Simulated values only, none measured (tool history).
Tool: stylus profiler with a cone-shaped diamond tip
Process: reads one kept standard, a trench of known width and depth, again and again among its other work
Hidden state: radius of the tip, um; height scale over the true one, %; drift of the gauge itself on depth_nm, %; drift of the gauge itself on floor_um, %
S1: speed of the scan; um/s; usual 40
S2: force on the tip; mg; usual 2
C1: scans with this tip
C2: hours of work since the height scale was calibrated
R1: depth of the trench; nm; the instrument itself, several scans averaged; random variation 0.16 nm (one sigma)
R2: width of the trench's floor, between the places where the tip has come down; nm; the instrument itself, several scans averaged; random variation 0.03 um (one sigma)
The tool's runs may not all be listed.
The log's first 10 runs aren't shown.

| run | day | S1 | S2 | C1 | C2 | R1 | R2 |
|---|---|---|---|---|---|---|---|
| 11 | 12.683 | 40 | 0.77 | 4756 | 347 | 1001.55 | 91440 |
| 12 | 14.092 | 40 | 0.77 | 4972 | 363 | 1001.57 | 91430 |
| 13 | 15.175 | 40 | 2 | 5139 | 375 | 1004.41 | 91490 |
| 14 | 16.558 | 40 | 2 | 5352 | 391 | 1004.07 | 91370 |
| 15 | 17.742 | 40 | 2 | 5533 | 404 | 1004.52 | 91380 |
| 16 | 18.721 | 40 | 2 | 5683 | 415 | 1004.22 | 91290 |
| 17 | 19.721 | 40 | 2 | 5837 | 426 | 1004.37 | 91290 |
| 18 | 20.958 | 40 | 2 | 6027 | 440 | 1004.01 | 91140 |
| 19 | 22.154 | 40 | 2 | 6211 | 453 | 1004.24 | 91160 |
| 20 | 23.567 | 40 | 2 | 6427 | 469 | 1004.04 | 91020 |
| 21 | 25.1 | 40 | 1.68 | 6663 | 486 | 1003.37 | 90960 |
| 22 | 26.312 | 40 | 1.68 | 6849 | 500 | 1003.61 | 90890 |
| 23 | 27.1 | 40 | 1.68 | 6970 | 509 | 1003.56 | 90880 |
| 24 | 28.179 | 40 | 1.68 | 7136 | 521 | 1003.47 | 90790 |
| 25 | 28.875 | 40 | 1.68 | 7243 | 529 | 1003.45 | 90720 |
| 26 | 29.738 | 98 | 1.42 | 7375 | 538 | 1002.63 | 90270 |
| 27 | 30.442 | 19 | 1.32 | 7483 | 546 | 1002.6 | 90820 |

Run 28 comes next. What will it give?
| 28 | 32 | 14 | 1.32 | 7723 | 564 | ? | ? |

{"run 28": {"R1": 1002.68, "R2": 90750}}
Without the tool's hidden state the same run would have given R1 1004.54 nm, R2 93870 nm.

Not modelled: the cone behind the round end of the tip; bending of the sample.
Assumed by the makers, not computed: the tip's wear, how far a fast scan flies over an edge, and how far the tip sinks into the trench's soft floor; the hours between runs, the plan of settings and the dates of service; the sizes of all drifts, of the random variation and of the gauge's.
